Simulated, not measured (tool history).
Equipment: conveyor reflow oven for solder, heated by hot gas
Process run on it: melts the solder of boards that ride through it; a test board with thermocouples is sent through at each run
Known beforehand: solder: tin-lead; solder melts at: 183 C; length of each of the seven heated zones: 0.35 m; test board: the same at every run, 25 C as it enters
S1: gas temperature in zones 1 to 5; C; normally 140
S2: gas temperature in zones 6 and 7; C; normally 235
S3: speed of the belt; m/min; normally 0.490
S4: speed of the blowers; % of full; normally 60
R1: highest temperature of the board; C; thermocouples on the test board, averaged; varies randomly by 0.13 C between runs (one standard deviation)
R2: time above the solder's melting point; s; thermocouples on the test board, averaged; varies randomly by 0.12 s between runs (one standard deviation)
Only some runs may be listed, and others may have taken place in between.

run,hour,S1,S2,S3,S4,R1,R2
1,0.0,140,235,0.490,60,217.4,65.0
2,25.3,140,235,0.490,60,217.4,64.9
3,45.0,140,235,0.490,60,217.2,64.9
4,64.5,140,235,0.490,60,217.1,64.8
5,89.3,140,235,0.490,60,217.2,65.0
6,106.2,140,235,0.490,60,217.1,64.9
# hour 119.2: flux residue cleaned out of gas plates and filters
7,130.6,140,235,0.490,60,218.1,65.9
8,164.4,140,235,0.490,60,218.0,65.9
9,204.0,140,235,0.490,60,217.9,65.7
10,234.4,140,235,0.490,60,218.0,65.8
11,261.6,140,235,0.490,60,217.9,65.6
12,287.5,140,235,0.490,60,218.0,65.7
13,325.7,140,235,0.490,60,217.8,65.7
14,351.0,140,235,0.490,60,217.6,65.3
15,375.6,140,235,0.490,60,218.0,65.4
16,408.1,140,235,0.490,60,217.7,65.4
17,425.3,140,249,0.482,87,234.8,78.6
18,458.5,140,249,0.482,87,234.6,78.7
19,478.9,142,249,0.560,87,230.1,65.6
20,506.5,150,235,0.490,73,221.2,73.2
21,539.7,150,235,0.490,73,221.5,73.2
22,578.9,150,232,0.463,73,220.1,76.9
23,603.1,150,232,0.463,73,219.9,76.6
24,636.9,141,235,0.473,70,220.2,70.9
25,660.1,141,235,0.473,70,219.9,71.0
26,684.5,140,235,0.534,57,213.6,55.9
27,721.9,140,235,0.534,57,213.5,55.4
28,742.3,140,247,0.404,60,233.4,93.9
29,782.1,140,247,0.404,60,233.4,93.5

Below are 4 alternative next runs, each starting from the tool's condition after run 29. Predict each:
A,803.8,140,243,0.408,60,?,?
B,803.8,140,247,0.577,59,?,?
C,803.8,132,235,0.490,60,?,?
D,803.8,140,241,0.454,60,?,?

run,R1,R2
A,229.5,90.0
B,220.6,56.7
C,215.3,60.0
D,224.4,76.8
Stripped of hidden state, with their random variation kept, the same runs would have yielded:
run,R1,R2
A,231.1,90.6
B,222.4,57.7
C,217.0,61.4
D,226.1,77.7
